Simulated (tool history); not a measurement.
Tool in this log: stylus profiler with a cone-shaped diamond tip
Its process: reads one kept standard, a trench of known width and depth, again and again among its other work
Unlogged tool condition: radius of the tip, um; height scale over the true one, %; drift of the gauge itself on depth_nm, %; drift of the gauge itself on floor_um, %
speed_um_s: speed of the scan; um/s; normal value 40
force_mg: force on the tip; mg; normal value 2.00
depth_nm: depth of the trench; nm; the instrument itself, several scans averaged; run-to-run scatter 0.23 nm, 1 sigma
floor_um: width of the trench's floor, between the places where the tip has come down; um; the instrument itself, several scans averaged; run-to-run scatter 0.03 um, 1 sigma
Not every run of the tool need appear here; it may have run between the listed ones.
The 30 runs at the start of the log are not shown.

| run | hour | speed_um_s | force_mg | scans with this tip | hours of work since the height scale was calibrated | depth_nm | floor_um |
|---|---|---|---|---|---|---|---|
| 31 | 2470.4 | 26 | 2.00 | 36157 | 291 | 1009.23 | 10.48 |
| 32 | 2525.0 | 13 | 1.84 | 36461 | 320 | 1009.26 | 10.49 |
| 33 | 2606.7 | 43 | 1.68 | 36917 | 365 | 1008.83 | 10.38 |
| 34 | 2671.2 | 103 | 1.63 | 37276 | 400 | 1008.38 | 10.04 |
| 35 | 2738.2 | 19 | 1.87 | 37649 | 436 | 1009.60 | 10.37 |
|  | 2807.7 | new tip fitted, height scale calibrated |
| 36 | 2818.1 | 19 | 1.87 | 57 | 6 | 1008.46 | 13.84 |
| 37 | 2936.1 | 19 | 1.87 | 715 | 70 | 1008.88 | 13.80 |
| 38 | 3025.4 | 14 | 2.00 | 1213 | 118 | 1009.52 | 13.79 |
| 39 | 3074.2 | 11 | 2.33 | 1485 | 145 | 1010.25 | 13.72 |

Branching from run 39: 4 alternative next runs. What would each branch give?
| A | 3195.5 | 50 | 5.27 | 2161 | 211 | ? | ? |
| B | 3195.5 | 114 | 2.61 | 2161 | 211 | ? | ? |
| C | 3195.5 | 11 | 1.87 | 2161 | 211 | ? | ? |
| D | 3195.5 | 16 | 1.31 | 2161 | 211 | ? | ? |

| run | depth_nm | floor_um |
|---|---|---|
| A | 1017.43 | 13.53 |
| B | 1011.68 | 13.35 |
| C | 1009.76 | 13.64 |
| D | 1007.37 | 13.63 |
Take away the tool's hidden state, keep each run's random variation, and the runs would have read:
| run | depth_nm | floor_um |
|---|---|---|
| A | 1016.30 | 13.85 |
| B | 1010.55 | 13.67 |
| C | 1008.64 | 13.96 |
| D | 1006.25 | 13.94 |
